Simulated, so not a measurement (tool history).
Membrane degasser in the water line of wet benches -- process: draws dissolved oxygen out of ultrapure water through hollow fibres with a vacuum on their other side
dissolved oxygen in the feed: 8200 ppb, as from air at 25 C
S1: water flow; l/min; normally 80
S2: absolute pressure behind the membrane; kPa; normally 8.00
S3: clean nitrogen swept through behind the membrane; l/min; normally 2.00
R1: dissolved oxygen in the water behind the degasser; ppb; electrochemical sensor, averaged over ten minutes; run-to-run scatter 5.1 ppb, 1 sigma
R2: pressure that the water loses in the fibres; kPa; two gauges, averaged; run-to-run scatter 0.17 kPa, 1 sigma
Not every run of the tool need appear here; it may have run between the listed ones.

run 1 day=0.000 | S1=80 S2=8.00 S3=2.00 | R1=537.9 R2=24.99
run 2 day=11.238 | S1=80 S2=8.00 S3=1.22 | R1=707.9 R2=25.17
run 3 day=18.275 | S1=80 S2=8.00 S3=1.50 | R1=627.4 R2=25.05
run 4 day=28.054 | S1=80 S2=8.00 S3=1.50 | R1=623.3 R2=25.19
run 5 day=37.671 | S1=80 S2=8.00 S3=2.00 | R1=538.5 R2=24.97
run 6 day=48.746 | S1=80 S2=8.00 S3=2.00 | R1=544.3 R2=25.15
run 7 day=54.071 | S1=80 S2=8.00 S3=2.00 | R1=536.2 R2=25.33
run 8 day=66.517 | S1=80 S2=5.70 S3=0.96 | R1=540.8 R2=25.55
run 9 day=79.329 | S1=69 S2=7.68 S3=2.00 | R1=445.0 R2=21.96
run 10 day=91.367 | S1=69 S2=7.68 S3=2.00 | R1=447.6 R2=21.98
run 11 day=101.796 | S1=69 S2=7.68 S3=2.00 | R1=453.2 R2=22.10
run 12 day=107.379 | S1=69 S2=7.68 S3=2.00 | R1=459.5 R2=22.19
run 13 day=118.075 | S1=69 S2=7.68 S3=2.00 | R1=463.1 R2=22.26

4 ways to go on from here, each from the tool as it stands after run 13. What would each give?
-- day=124.312 seals of the vacuum lines changed
run A day=128.792 | S1=63 S2=19.72 S3=0.83 | R1=? R2=?
-- day=124.312 seals of the vacuum lines changed
run B day=128.792 | S1=81 S2=7.68 S3=2.00 | R1=? R2=?
-- day=124.312 seals of the vacuum lines changed
run C day=128.792 | S1=57 S2=17.15 S3=1.59 | R1=? R2=?
-- day=124.312 seals of the vacuum lines changed
run D day=128.792 | S1=70 S2=17.15 S3=1.24 | R1=? R2=?

run=A R1=1919.5 R2=20.36
run=B R1=552.9 R2=26.09
run=C R1=1022.2 R2=18.33
run=D R1=1434.3 R2=22.62
The same runs, with their run-to-run variation unchanged, on a tool lacking any hidden condition would have given:
run=A R1=1854.0 R2=19.81
run=B R1=488.7 R2=25.39
run=C R1=975.4 R2=17.84
run=D R1=1371.9 R2=22.01
